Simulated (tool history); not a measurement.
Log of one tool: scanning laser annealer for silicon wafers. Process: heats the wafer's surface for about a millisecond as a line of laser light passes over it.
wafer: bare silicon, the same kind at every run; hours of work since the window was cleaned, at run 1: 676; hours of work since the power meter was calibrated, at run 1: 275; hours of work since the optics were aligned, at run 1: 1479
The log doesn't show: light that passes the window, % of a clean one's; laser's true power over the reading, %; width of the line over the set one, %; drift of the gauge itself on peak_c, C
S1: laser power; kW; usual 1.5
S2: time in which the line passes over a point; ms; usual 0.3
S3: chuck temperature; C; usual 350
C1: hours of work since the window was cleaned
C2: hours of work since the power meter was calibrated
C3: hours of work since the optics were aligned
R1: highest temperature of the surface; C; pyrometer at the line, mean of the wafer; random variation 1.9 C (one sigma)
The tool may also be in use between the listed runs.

run 1 day=0 | S1=1.5 S2=0.3 S3=350 | C1=676 C2=275 C3=1479 | R1=1114
run 2 day=0.783 | S1=1.5 S2=0.3 S3=350 | C1=689 C2=287 C3=1492 | R1=1110
run 3 day=1.238 | S1=1.386 S2=0.3 S3=350 | C1=696 C2=295 C3=1499 | R1=1036
run 4 day=1.638 | S1=1.5 S2=0.3 S3=350 | C1=703 C2=301 C3=1506 | R1=1112
run 5 day=2.388 | S1=1.5 S2=0.3 S3=350 | C1=715 C2=313 C3=1518 | R1=1112
run 6 day=3.071 | S1=1.5 S2=0.3 S3=350 | C1=726 C2=324 C3=1529 | R1=1110
run 7 day=3.588 | S1=1.5 S2=0.3 S3=350 | C1=734 C2=333 C3=1537 | R1=1110
run 8 day=4.338 | S1=1.5 S2=0.3 S3=350 | C1=746 C2=345 C3=1550 | R1=1112
run 9 day=4.721 | S1=1.5 S2=0.3 S3=350 | C1=753 C2=351 C3=1556 | R1=1113
run 10 day=5.533 | S1=1.5 S2=0.3 S3=313 | C1=766 C2=364 C3=1569 | R1=1074
run 11 day=5.983 | S1=1.5 S2=0.3 S3=313 | C1=773 C2=371 C3=1576 | R1=1073
run 12 day=6.546 | S1=1.322 S2=0.3 S3=350 | C1=782 C2=381 C3=1585 | R1=992
-- day=6.992 window over the wafer cleaned
run 13 day=7.208 | S1=1.322 S2=0.367 S3=350 | C1=4 C2=390 C3=1595 | R1=1074
run 14 day=7.912 | S1=1.322 S2=0.367 S3=350 | C1=15 C2=401 C3=1606 | R1=1076
run 15 day=8.271 | S1=1.322 S2=0.367 S3=350 | C1=21 C2=407 C3=1612 | R1=1076
run 16 day=9.025 | S1=1.452 S2=0.367 S3=350 | C1=33 C2=419 C3=1624 | R1=1169
-- day=9.2 laser's power meter calibrated
run 17 day=9.879 | S1=1.452 S2=0.367 S3=350 | C1=45 C2=11 C3=1636 | R1=1162
run 18 day=10.412 | S1=1.452 S2=0.367 S3=350 | C1=53 C2=20 C3=1645 | R1=1164
run 19 day=10.854 | S1=1.5 S2=0.3 S3=350 | C1=61 C2=27 C3=1652 | R1=1130
run 20 day=11.412 | S1=1.5 S2=0.3 S3=366 | C1=70 C2=36 C3=1661 | R1=1145
run 21 day=12.075 | S1=1.547 S2=0.3 S3=350 | C1=80 C2=47 C3=1672 | R1=1161
run 22 day=12.508 | S1=1.547 S2=0.3 S3=350 | C1=87 C2=54 C3=1679 | R1=1161
run 23 day=13.025 | S1=1.559 S2=0.231 S3=380 | C1=96 C2=62 C3=1687 | R1=1109
-- day=13.229 laser's power meter calibrated, once more
run 24 day=13.646 | S1=1.559 S2=0.231 S3=380 | C1=104 C2=7 C3=1695 | R1=1113
run 25 day=14.154 | S1=1.559 S2=0.231 S3=380 | C1=112 C2=15 C3=1703 | R1=1110
run 26 day=15.008 | S1=1.559 S2=0.231 S3=380 | C1=126 C2=29 C3=1717 | R1=1115
run 27 day=15.833 | S1=1.559 S2=0.231 S3=380 | C1=139 C2=42 C3=1730 | R1=1113
run 28 day=16.592 | S1=1.486 S2=0.231 S3=319 | C1=151 C2=54 C3=1743 | R1=1004
run 29 day=17.321 | S1=1.5 S2=0.294 S3=346 | C1=163 C2=66 C3=1755 | R1=1121
run 30 day=17.754 | S1=1.5 S2=0.294 S3=346 | C1=170 C2=73 C3=1762 | R1=1119
run 31 day=18.112 | S1=1.518 S2=0.38 S3=350 | C1=176 C2=79 C3=1767 | R1=1233
run 32 day=18.658 | S1=1.518 S2=0.38 S3=350 | C1=185 C2=88 C3=1776 | R1=1231
-- day=19.142 optics aligned, line set to its width
run 33 day=19.279 | S1=1.437 S2=0.339 S3=343 | C1=192 C2=95 C3=2 | R1=1129

The next listed run, before its measurement:
run 34 day=19.867 | S1=1.457 S2=0.339 S3=343 | C1=201 C2=104 C3=12 | R1=?

R1: 1148 C
Without the tool's hidden state the same run would have given R1 1155 C.
